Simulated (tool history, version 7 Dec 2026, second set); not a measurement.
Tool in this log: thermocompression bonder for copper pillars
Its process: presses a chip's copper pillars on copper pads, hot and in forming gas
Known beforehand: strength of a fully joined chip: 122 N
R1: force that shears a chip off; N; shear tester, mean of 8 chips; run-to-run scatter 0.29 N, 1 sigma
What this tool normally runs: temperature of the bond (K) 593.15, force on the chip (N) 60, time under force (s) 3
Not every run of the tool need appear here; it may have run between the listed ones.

{"run": 1, "hour": 0.0, "temperature of the bond (K)": 593.15, "force on the chip (N)": 60, "time under force (s)": 3, "R1": 81.3}
{"run": 2, "hour": 22.6, "temperature of the bond (K)": 593.15, "force on the chip (N)": 60, "time under force (s)": 3, "R1": 80.1}
{"run": 3, "hour": 47.1, "temperature of the bond (K)": 593.15, "force on the chip (N)": 60, "time under force (s)": 3, "R1": 80.5}
{"run": 4, "hour": 77.9, "temperature of the bond (K)": 593.15, "force on the chip (N)": 60, "time under force (s)": 3, "R1": 80.2}
{"run": 5, "hour": 96.3, "temperature of the bond (K)": 593.15, "force on the chip (N)": 60, "time under force (s)": 3, "R1": 79.3}
{"run": 6, "hour": 115.3, "temperature of the bond (K)": 593.15, "force on the chip (N)": 60, "time under force (s)": 3, "R1": 79.4}
{"run": 7, "hour": 147.1, "temperature of the bond (K)": 593.15, "force on the chip (N)": 60, "time under force (s)": 2, "R1": 70.3}
{"run": 8, "hour": 165.7, "temperature of the bond (K)": 593.15, "force on the chip (N)": 60, "time under force (s)": 3, "R1": 78.9}
{"run": 9, "hour": 180.5, "temperature of the bond (K)": 593.15, "force on the chip (N)": 60, "time under force (s)": 3, "R1": 78.1}
{"run": 10, "hour": 198.6, "temperature of the bond (K)": 593.15, "force on the chip (N)": 60, "time under force (s)": 3, "R1": 77.9}
{"run": 11, "hour": 215.5, "temperature of the bond (K)": 593.15, "force on the chip (N)": 60, "time under force (s)": 3, "R1": 78.1}
{"run": 12, "hour": 236.3, "temperature of the bond (K)": 593.15, "force on the chip (N)": 60, "time under force (s)": 3, "R1": 77.4}
{"run": 13, "hour": 256.1, "temperature of the bond (K)": 593.15, "force on the chip (N)": 60, "time under force (s)": 3, "R1": 83.5}
{"run": 14, "hour": 275.1, "temperature of the bond (K)": 593.15, "force on the chip (N)": 48, "time under force (s)": 3, "R1": 73.2}
{"run": 15, "hour": 301.3, "temperature of the bond (K)": 593.15, "force on the chip (N)": 62, "time under force (s)": 3, "R1": 83.9}
{"run": 16, "hour": 318.0, "temperature of the bond (K)": 593.15, "force on the chip (N)": 62, "time under force (s)": 3, "R1": 83.8}
{"run": 17, "hour": 341.3, "temperature of the bond (K)": 593.15, "force on the chip (N)": 62, "time under force (s)": 3, "R1": 83.5}
{"run": 18, "hour": 372.5, "temperature of the bond (K)": 593.15, "force on the chip (N)": 78, "time under force (s)": 3, "R1": 93.4}
{"run": 19, "hour": 389.4, "temperature of the bond (K)": 593.15, "force on the chip (N)": 78, "time under force (s)": 3, "R1": 93.2}
{"run": 20, "hour": 403.3, "temperature of the bond (K)": 593.15, "force on the chip (N)": 78, "time under force (s)": 3, "R1": 92.6}
{"run": 21, "hour": 423.0, "temperature of the bond (K)": 593.15, "force on the chip (N)": 78, "time under force (s)": 3, "R1": 92.2}
{"run": 22, "hour": 448.9, "temperature of the bond (K)": 593.15, "force on the chip (N)": 78, "time under force (s)": 3, "R1": 91.8}
{"run": 23, "hour": 468.0, "temperature of the bond (K)": 606.15, "force on the chip (N)": 38, "time under force (s)": 6, "R1": 82.3}
{"run": 24, "hour": 487.7, "temperature of the bond (K)": 606.15, "force on the chip (N)": 38, "time under force (s)": 6, "R1": 82.2}
{"run": 25, "hour": 512.1, "temperature of the bond (K)": 606.15, "force on the chip (N)": 38, "time under force (s)": 6, "R1": 81.8}
{"run": 26, "hour": 541.7, "temperature of the bond (K)": 590.15, "force on the chip (N)": 58, "time under force (s)": 5, "R1": 85.7}
{"run": 27, "hour": 561.4, "temperature of the bond (K)": 598.15, "force on the chip (N)": 57, "time under force (s)": 7, "R1": 95.4}
{"run": 28, "hour": 589.0, "temperature of the bond (K)": 575.15, "force on the chip (N)": 73, "time under force (s)": 2, "R1": 68.2}
{"run": 29, "hour": 611.5, "temperature of the bond (K)": 575.15, "force on the chip (N)": 67, "time under force (s)": 2, "R1": 69.4}
{"run": 30, "hour": 637.9, "temperature of the bond (K)": 593.15, "force on the chip (N)": 60, "time under force (s)": 2, "R1": 75.6}
{"run": 31, "hour": 662.5, "temperature of the bond (K)": 593.15, "force on the chip (N)": 67, "time under force (s)": 5, "R1": 99.1}
{"run": 32, "hour": 681.7, "temperature of the bond (K)": 603.15, "force on the chip (N)": 37, "time under force (s)": 2, "R1": 59.2}
{"run": 33, "hour": 707.5, "temperature of the bond (K)": 570.15, "force on the chip (N)": 69, "time under force (s)": 3, "R1": 75.3}
{"run": 34, "hour": 727.9, "temperature of the bond (K)": 570.15, "force on the chip (N)": 69, "time under force (s)": 3, "R1": 74.4}
{"run": 35, "hour": 745.7, "temperature of the bond (K)": 563.15, "force on the chip (N)": 41, "time under force (s)": 2, "R1": 41.2}
{"run": 36, "hour": 762.2, "temperature of the bond (K)": 563.15, "force on the chip (N)": 41, "time under force (s)": 2, "R1": 40.6}
{"run": 37, "hour": 784.0, "temperature of the bond (K)": 570.15, "force on the chip (N)": 66, "time under force (s)": 3, "R1": 71.9}
{"run": 38, "hour": 803.4, "temperature of the bond (K)": 614.15, "force on the chip (N)": 39, "time under force (s)": 2, "R1": 66.3}
{"run": 39, "hour": 831.1, "temperature of the bond (K)": 613.15, "force on the chip (N)": 82, "time under force (s)": 3, "R1": 103.0}

The log once held 2 entries between its listed runs, left out of this copy. Where does each go, and what is different about the tool's unlogged condition between the listed run before it and the listed run after it?
Run 12 -> run 13: forming gas filter changed (hour 238.1)
  force that reaches the chip, % of what is set: 105.4 -> 105.5; oxide that the forming gas leaves, % of the face: 8.19 -> 0.92
  the result without the hidden state subtracted from the measured one, R1: -2.7 -> +3.4 N
Run 28 -> run 29: forming gas filter changed (hour 593.9)
  force that reaches the chip, % of what is set: 107.3 -> 107.5; oxide that the forming gas leaves, % of the face: 8.02 -> 0.98
  the result without the hidden state subtracted from the measured one, R1: -0.5 -> +4.7 N
